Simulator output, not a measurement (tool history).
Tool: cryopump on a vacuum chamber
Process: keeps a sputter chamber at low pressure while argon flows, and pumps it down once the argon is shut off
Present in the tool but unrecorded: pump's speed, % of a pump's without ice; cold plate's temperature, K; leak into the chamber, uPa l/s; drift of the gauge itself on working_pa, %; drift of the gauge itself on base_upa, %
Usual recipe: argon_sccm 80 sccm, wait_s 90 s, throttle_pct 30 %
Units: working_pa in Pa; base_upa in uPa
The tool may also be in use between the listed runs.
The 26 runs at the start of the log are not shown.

| run | day | argon_sccm | wait_s | throttle_pct | hours of work since the pump was warmed up and emptied | hours of work since the cold head was overhauled | hours of work since the chamber's fittings were tightened | working_pa | base_upa |
|---|---|---|---|---|---|---|---|---|---|
| 27 | 11.646 | 80 | 168 | 30 | 160 | 160 | 350 | 0.3018 | 0.94 |
| 28 | 12.204 | 80 | 168 | 30 | 166 | 166 | 356 | 0.3028 | 0.96 |
| 29 | 12.721 | 80 | 168 | 30 | 171 | 171 | 361 | 0.3014 | 0.97 |
| 30 | 13.129 | 80 | 25 | 29 | 176 | 176 | 365 | 0.3128 | 3.94 |
| 31 | 13.483 | 64 | 90 | 30 | 179 | 179 | 369 | 0.2429 | 1.46 |
| 32 | 13.854 | 73 | 226 | 53 | 183 | 183 | 373 | 0.1578 | 0.8 |
| 33 | 14.138 | 80 | 145 | 30 | 186 | 186 | 376 | 0.303 | 1.06 |
| 34 | 14.554 | 114 | 60 | 30 | 190 | 190 | 380 | 0.4327 | 1.92 |

Each row is a separate what-if for the run after 34, all from the same tool condition, not one after another. Results?
| A | 15.042 | 141 | 29 | 33 | 196 | 196 | 385 | ? | ? |
| B | 15.042 | 35 | 90 | 30 | 196 | 196 | 385 | ? | ? |
| C | 15.042 | 63 | 47 | 35 | 196 | 196 | 385 | ? | ? |

| run | working_pa | base_upa |
|---|---|---|
| A | 0.4901 | 3.48 |
| B | 0.1325 | 1.42 |
| C | 0.205 | 2.33 |
Without the tool's hidden state the same runs would have given:
| run | working_pa | base_upa |
|---|---|---|
| A | 0.4811 | 3.25 |
| B | 0.1303 | 1.19 |
| C | 0.201 | 2.1 |
